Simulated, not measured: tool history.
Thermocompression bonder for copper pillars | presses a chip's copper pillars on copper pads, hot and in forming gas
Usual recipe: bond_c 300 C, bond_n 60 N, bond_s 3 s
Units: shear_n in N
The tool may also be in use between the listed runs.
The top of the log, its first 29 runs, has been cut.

run	hour	bond_c	bond_n	bond_s	hours of work since the heater was calibrated	hours of work since the force cell was calibrated	hours of work since the gas filter was changed	shear_n
# hour 1959.2: heater calibrated with a thermocouple chip, once more
30	2027.7	315	61	4	28	389	66	102.9
31	2092.8	315	61	4	54	415	93	104
32	2160.5	315	61	4	81	442	120	101.6
# hour 2172.2: forming gas filter changed
33	2221.3	315	75	2	106	467	20	101.7
34	2293.7	315	75	2	135	496	49	98.7
35	2364.6	315	75	2	163	525	78	98.3
36	2456.4	315	50	2	200	562	115	73
# hour 2479: forming gas filter changed
37	2541.8	315	50	2	235	596	25	77.5
38	2623.2	313	81	3	268	629	58	110.8

Consider 3 possible next runs. They are alternatives, not a sequence: every one starts from the tool as it was left by run 38. What does each give?
A	2704.4	301	88	2	300	661	91	?
B	2704.4	298	77	5	300	661	91	?
C	2704.4	277	63	3	300	661	91	?

run	shear_n
A	97.1
B	111.9
C	70.1
Had the tool no hidden state, the same runs would have come out as:
run	shear_n
A	102
B	117.3
C	73.7
